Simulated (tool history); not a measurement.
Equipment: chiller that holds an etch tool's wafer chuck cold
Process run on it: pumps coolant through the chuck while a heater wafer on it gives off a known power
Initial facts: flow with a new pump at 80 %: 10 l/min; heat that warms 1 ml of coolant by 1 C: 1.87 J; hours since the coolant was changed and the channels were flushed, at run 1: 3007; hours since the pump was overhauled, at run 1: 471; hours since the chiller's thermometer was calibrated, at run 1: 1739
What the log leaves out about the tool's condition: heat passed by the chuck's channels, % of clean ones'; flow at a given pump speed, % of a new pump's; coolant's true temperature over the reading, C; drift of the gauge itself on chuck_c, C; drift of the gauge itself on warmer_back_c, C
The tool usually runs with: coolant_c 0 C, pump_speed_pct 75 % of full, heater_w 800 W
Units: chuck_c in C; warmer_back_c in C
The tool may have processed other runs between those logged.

| run | day | coolant_c | pump_speed_pct | heater_w | hours since the coolant was changed and the channels were flushed | hours since the pump was overhauled | hours since the chiller's thermometer was calibrated | chuck_c | warmer_back_c |
|---|---|---|---|---|---|---|---|---|---|
| 1 | 0.000 | 0 | 75 | 800 | 3007 | 471 | 1739 | 9.3 | 2.75 |
| 2 | 0.962 | 0 | 75 | 800 | 3031 | 494 | 1762 | 8.9 | 2.78 |
| 3 | 1.579 | 0 | 75 | 800 | 3045 | 509 | 1777 | 9.0 | 2.76 |
| 4 | 2.871 | 0 | 75 | 800 | 3076 | 540 | 1808 | 9.1 | 2.76 |
| 5 | 3.771 | 1 | 75 | 800 | 3098 | 562 | 1830 | 10.2 | 2.79 |
| 6 | 4.942 | 1 | 75 | 800 | 3126 | 590 | 1858 | 9.9 | 2.76 |
| 7 | 5.796 | 1 | 75 | 800 | 3147 | 610 | 1878 | 10.1 | 2.80 |
| 8 | 6.804 | 0 | 75 | 1003 | 3171 | 634 | 1902 | 11.5 | 3.53 |
| 9 | 7.933 | 0 | 75 | 1003 | 3198 | 661 | 1930 | 11.2 | 3.52 |
| 10 | 8.550 | -6 | 75 | 1003 | 3213 | 676 | 1944 | 5.3 | 3.48 |
| 11 | 9.162 | -6 | 75 | 1003 | 3227 | 691 | 1959 | 5.4 | 3.55 |
| 12 | 9.754 | -6 | 75 | 1003 | 3242 | 705 | 1973 | 5.4 | 3.51 |
| 13 | 10.888 | -6 | 75 | 1003 | 3269 | 732 | 2000 | 5.3 | 3.53 |
| 14 | 11.846 | 0 | 75 | 800 | 3292 | 755 | 2024 | 9.0 | 2.82 |
| 15 | 12.967 | 0 | 75 | 800 | 3319 | 782 | 2050 | 8.9 | 2.85 |
| 16 | 14.250 | 1 | 75 | 800 | 3349 | 813 | 2081 | 9.9 | 2.86 |
| 17 | 15.521 | 1 | 75 | 800 | 3380 | 844 | 2112 | 10.2 | 2.87 |
| 18 | 16.771 | -3 | 73 | 800 | 3410 | 874 | 2142 | 6.4 | 2.92 |
| 19 | 17.588 | -5 | 70 | 844 | 3430 | 893 | 2161 | 5.0 | 3.30 |
| 20 | 18.454 | -7 | 68 | 844 | 3450 | 914 | 2182 | 3.1 | 3.37 |
| 21 | 19.133 | -5 | 68 | 844 | 3467 | 930 | 2198 | 5.2 | 3.36 |
| 22 | 20.321 | 4 | 75 | 800 | 3495 | 959 | 2227 | 13.1 | 2.92 |
| 23 | 21.446 | 4 | 75 | 800 | 3522 | 986 | 2254 | 13.0 | 2.92 |
| 24 | 22.071 | 0 | 84 | 800 | 3537 | 1001 | 2269 | 8.7 | 2.54 |
| 25 | 22.967 | -8 | 75 | 800 | 3559 | 1022 | 2290 | 1.1 | 2.89 |
| 26 | 23.792 | -8 | 97 | 562 | 3578 | 1042 | 2310 | -2.4 | 1.64 |
| 27 | 24.429 | -8 | 97 | 562 | 3594 | 1057 | 2326 | -2.4 | 1.65 |
| 28 | 25.142 | -2 | 63 | 418 | 3611 | 1074 | 2343 | 3.2 | 1.94 |
| 29 | 26.379 | -5 | 84 | 418 | 3641 | 1104 | 2372 | -0.7 | 1.43 |
| 30 | 27.396 | -5 | 84 | 418 | 3665 | 1128 | 2397 | -0.5 | 1.47 |
| 31 | 28.408 | -5 | 84 | 418 | 3689 | 1153 | 2421 | -0.7 | 1.45 |

Pick out some run-to-run changes in warmer_back_c. Of each, how much would a tool without hidden state show as well, from the settings, what came in and chance, and how much is left for the hidden state and any gauge scatter not in both results compared?
Run 7 -> 8: coolant_c 1 -> 0, heater_w 800 -> 1003. warmer_back_c +0.73 C: hidden state +0.01, all else +0.72.
Run 12 -> 13: settings left as they were, no log entry in between. warmer_back_c +0.02 C: hidden state +0.02, all else +0.00.
Run 13 -> 14: coolant_c -6 -> 0, heater_w 1003 -> 800. warmer_back_c -0.71 C: hidden state +0.00, all else -0.71.
Run 14 -> 15: settings left as they were, no log entry in between. warmer_back_c +0.03 C: hidden state +0.02, all else +0.01.
Run 22 -> 23: settings left as they were, no log entry in between. warmer_back_c +0.00 C: hidden state +0.02, all else -0.02.
Run 25 -> 26: pump_speed_pct 75 -> 97, heater_w 800 -> 562. warmer_back_c -1.25 C: hidden state +0.01, all else -1.26.
